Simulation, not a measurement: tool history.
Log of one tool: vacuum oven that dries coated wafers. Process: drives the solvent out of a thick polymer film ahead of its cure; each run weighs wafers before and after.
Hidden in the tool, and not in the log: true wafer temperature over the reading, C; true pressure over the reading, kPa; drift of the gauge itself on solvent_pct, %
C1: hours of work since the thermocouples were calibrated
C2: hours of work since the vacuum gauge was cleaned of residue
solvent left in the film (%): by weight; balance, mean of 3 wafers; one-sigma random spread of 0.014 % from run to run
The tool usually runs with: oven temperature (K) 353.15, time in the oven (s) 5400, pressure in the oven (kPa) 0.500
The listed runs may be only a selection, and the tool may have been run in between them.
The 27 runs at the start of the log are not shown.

{"run": 28, "hour": 237.3, "oven temperature (K)": 357.15, "time in the oven (s)": 2820, "pressure in the oven (kPa)": 1.544, "C1": 150, "C2": 15, "solvent left in the film (%)": 2.92}
{"run": 29, "hour": 244.0, "oven temperature (K)": 366.15, "time in the oven (s)": 5520, "pressure in the oven (kPa)": 0.5, "C1": 155, "C2": 20, "solvent left in the film (%)": 0.16}
{"run": 30, "hour": 249.2, "oven temperature (K)": 354.15, "time in the oven (s)": 5580, "pressure in the oven (kPa)": 0.641, "C1": 159, "C2": 24, "solvent left in the film (%)": 1.03}
{"run": 31, "hour": 256.6, "oven temperature (K)": 364.15, "time in the oven (s)": 6180, "pressure in the oven (kPa)": 0.292, "C1": 165, "C2": 30, "solvent left in the film (%)": 0.12}
{"hour": 265.8, "done": "vacuum gauge cleaned of residue and calibrated, once more"}
{"run": 32, "hour": 266.1, "oven temperature (K)": 360.15, "time in the oven (s)": 5280, "pressure in the oven (kPa)": 0.292, "C1": 172, "C2": 0, "solvent left in the film (%)": 0.33}
{"run": 33, "hour": 275.0, "oven temperature (K)": 360.15, "time in the oven (s)": 5280, "pressure in the oven (kPa)": 0.292, "C1": 179, "C2": 7, "solvent left in the film (%)": 0.33}
{"run": 34, "hour": 280.7, "oven temperature (K)": 353.15, "time in the oven (s)": 5400, "pressure in the oven (kPa)": 0.731, "C1": 183, "C2": 12, "solvent left in the film (%)": 1.24}
{"run": 35, "hour": 289.9, "oven temperature (K)": 353.15, "time in the oven (s)": 5400, "pressure in the oven (kPa)": 0.601, "C1": 190, "C2": 19, "solvent left in the film (%)": 1.22}
{"run": 36, "hour": 300.8, "oven temperature (K)": 340.15, "time in the oven (s)": 5460, "pressure in the oven (kPa)": 0.601, "C1": 199, "C2": 28, "solvent left in the film (%)": 4.86}
{"run": 37, "hour": 312.1, "oven temperature (K)": 340.15, "time in the oven (s)": 5460, "pressure in the oven (kPa)": 0.601, "C1": 208, "C2": 37, "solvent left in the film (%)": 4.84}
{"run": 38, "hour": 323.4, "oven temperature (K)": 340.15, "time in the oven (s)": 5460, "pressure in the oven (kPa)": 0.601, "C1": 217, "C2": 45, "solvent left in the film (%)": 4.81}
{"run": 39, "hour": 328.4, "oven temperature (K)": 340.15, "time in the oven (s)": 5460, "pressure in the oven (kPa)": 0.601, "C1": 221, "C2": 49, "solvent left in the film (%)": 4.83}
{"run": 40, "hour": 335.4, "oven temperature (K)": 355.15, "time in the oven (s)": 7200, "pressure in the oven (kPa)": 1.71, "C1": 226, "C2": 55, "solvent left in the film (%)": 0.72}
{"run": 41, "hour": 348.0, "oven temperature (K)": 338.15, "time in the oven (s)": 3000, "pressure in the oven (kPa)": 1.71, "C1": 236, "C2": 65, "solvent left in the film (%)": 8.98}

Below are 4 alternative next runs, each starting from the tool's condition after run 41. Predict each:
{"run": "A", "hour": 358.5, "oven temperature (K)": 366.15, "time in the oven (s)": 6960, "pressure in the oven (kPa)": 1.061, "C1": 245, "C2": 73, "solvent left in the film (%)": "?"}
{"run": "B", "hour": 358.5, "oven temperature (K)": 345.15, "time in the oven (s)": 5760, "pressure in the oven (kPa)": 1.71, "C1": 245, "C2": 73, "solvent left in the film (%)": "?"}
{"run": "C", "hour": 358.5, "oven temperature (K)": 338.15, "time in the oven (s)": 3000, "pressure in the oven (kPa)": 1.044, "C1": 245, "C2": 73, "solvent left in the film (%)": "?"}
{"run": "D", "hour": 358.5, "oven temperature (K)": 342.15, "time in the oven (s)": 9060, "pressure in the oven (kPa)": 0.323, "C1": 245, "C2": 73, "solvent left in the film (%)": "?"}

run=A solvent_left_in_the_film_(%)=0.19
run=B solvent_left_in_the_film_(%)=3.27
run=C solvent_left_in_the_film_(%)=8.82
run=D solvent_left_in_the_film_(%)=1.76
With no hidden state in the tool, these same runs would have given:
run=A solvent_left_in_the_film_(%)=0.19
run=B solvent_left_in_the_film_(%)=3.35
run=C solvent_left_in_the_film_(%)=8.91
run=D solvent_left_in_the_film_(%)=1.83

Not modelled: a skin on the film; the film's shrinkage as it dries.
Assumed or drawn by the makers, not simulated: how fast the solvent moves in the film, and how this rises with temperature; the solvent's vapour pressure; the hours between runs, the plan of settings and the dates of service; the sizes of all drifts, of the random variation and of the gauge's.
